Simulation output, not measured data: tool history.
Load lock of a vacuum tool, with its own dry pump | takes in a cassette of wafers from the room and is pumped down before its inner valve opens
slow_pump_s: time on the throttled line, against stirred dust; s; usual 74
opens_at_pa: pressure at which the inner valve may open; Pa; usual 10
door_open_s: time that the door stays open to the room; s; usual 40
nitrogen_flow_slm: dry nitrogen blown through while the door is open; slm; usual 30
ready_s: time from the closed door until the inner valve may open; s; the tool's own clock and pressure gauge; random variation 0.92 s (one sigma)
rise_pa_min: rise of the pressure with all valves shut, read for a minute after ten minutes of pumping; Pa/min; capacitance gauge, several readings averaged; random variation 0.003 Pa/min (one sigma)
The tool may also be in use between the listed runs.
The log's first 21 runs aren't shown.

run,hour,slow_pump_s,opens_at_pa,door_open_s,nitrogen_flow_slm,"incoming humidity of the room's air, %",ready_s,rise_pa_min
22,2144.7,74,7,69,38,41.0,153.2,0.054
23,2283.0,104,15,69,6,44.5,168.7,0.072
24,2341.4,104,15,85,16,43.6,166.4,0.076
25,2427.7,69,13,214,10,45.5,144.0,0.097
26,2542.5,61,7,202,30,43.1,145.5,0.079
27,2610.3,74,10,118,5,44.5,151.2,0.091
28,2738.8,74,10,118,5,47.2,150.3,0.090
29,2826.7,42,16,90,23,44.0,123.9,0.076
30,2951.9,74,10,40,30,48.5,151.4,0.073
31,3016.2,74,10,40,30,45.1,150.5,0.073
32,3105.2,42,8,233,8,47.7,131.5,0.118
33,3190.3,74,9,40,30,44.0,154.0,0.081
34,3294.9,102,9,33,30,42.8,172.4,0.077
35,3429.0,148,11,29,10,45.7,203.6,0.087
36,3558.5,45,10,40,30,48.5,129.8,0.083

Forecast each of these 4 alternatives for the next run:
A,3678.3,74,10,119,30,46.3,?,?
B,3678.3,80,10,40,23,46.2,?,?
C,3678.3,100,7,45,30,46.3,?,?
D,3678.3,45,10,111,5,43.4,?,?

run,ready_s,rise_pa_min
A,152.5,0.092
B,156.0,0.088
C,176.6,0.090
D,130.7,0.111
Without the tool's hidden state the same runs would have given:
run,ready_s,rise_pa_min
A,145.5,0.020
B,149.4,0.018
C,169.9,0.019
D,123.2,0.042
